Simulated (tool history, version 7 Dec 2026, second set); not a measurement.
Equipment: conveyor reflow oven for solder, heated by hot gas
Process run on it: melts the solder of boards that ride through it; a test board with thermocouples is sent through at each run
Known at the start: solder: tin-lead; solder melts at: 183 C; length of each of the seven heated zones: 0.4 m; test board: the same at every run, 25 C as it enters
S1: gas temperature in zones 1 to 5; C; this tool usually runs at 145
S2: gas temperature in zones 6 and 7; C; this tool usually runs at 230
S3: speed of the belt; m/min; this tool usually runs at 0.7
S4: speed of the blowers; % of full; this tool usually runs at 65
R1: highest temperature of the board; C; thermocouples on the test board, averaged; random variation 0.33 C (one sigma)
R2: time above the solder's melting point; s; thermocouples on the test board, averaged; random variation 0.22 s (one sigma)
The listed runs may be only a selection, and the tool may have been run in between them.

run   hour   S1   S2     S3  S4     R1    R2
  1      0  145  230    0.7  65  212.9  49.9
  2      8  149  230    0.7  65  213.6  52.4
  3   12.2  149  230  0.588  65  218.3  67.4
  4   19.4  149  230  0.588  65  217.7  67.5
  5   23.9  149  230  0.588  65    218  67.2
  6   32.7  149  230  0.588  65  217.9  67.4
  7   37.3  149  230  0.588  65  218.1  66.9
  8   41.2  149  230  0.588  65  218.1  67.2
  9   48.6  149  230  0.588  65  217.7  67.3
 10   56.5  145  230  0.677  65  213.7    53
 11   62.2  145  230  0.677  65  213.9  52.7
 12   68.7  157  230  0.742  65  213.4  51.7
 13     73  133  243  0.724  64    220  49.5
 14   81.3  133  243  0.628  64  225.1  61.3
 15   85.4  153  232  0.739  55  211.8  48.6
 16   89.8  153  232  0.739  55  211.5  48.6
 17   95.7  153  232  0.645  55  215.4  60.3
 18   99.7  159  239  0.645  55  223.2  67.7
 19  103.7  148  239  0.645  55  220.6  61.7
 20  112.3  148  239  0.645  55  220.7  61.5

Forecast each of these 4 alternatives for the next run:
  A  120.5  137  239  0.645  55   ?   ?
  B  120.5  145  230  0.608  65   ?   ?
  C  120.5  158  230  0.668  86   ?   ?
  D  120.5  130  232  0.699  65   ?   ?

run     R1    R2
  A    218  55.7
  B  216.4  62.1
  C  219.3  64.1
  D  210.8  43.9
Without the tool's hidden state the same runs would have given:
run     R1    R2
  A  219.2  56.7
  B  217.5    63
  C  220.4  64.7
  D  212.1  45.1
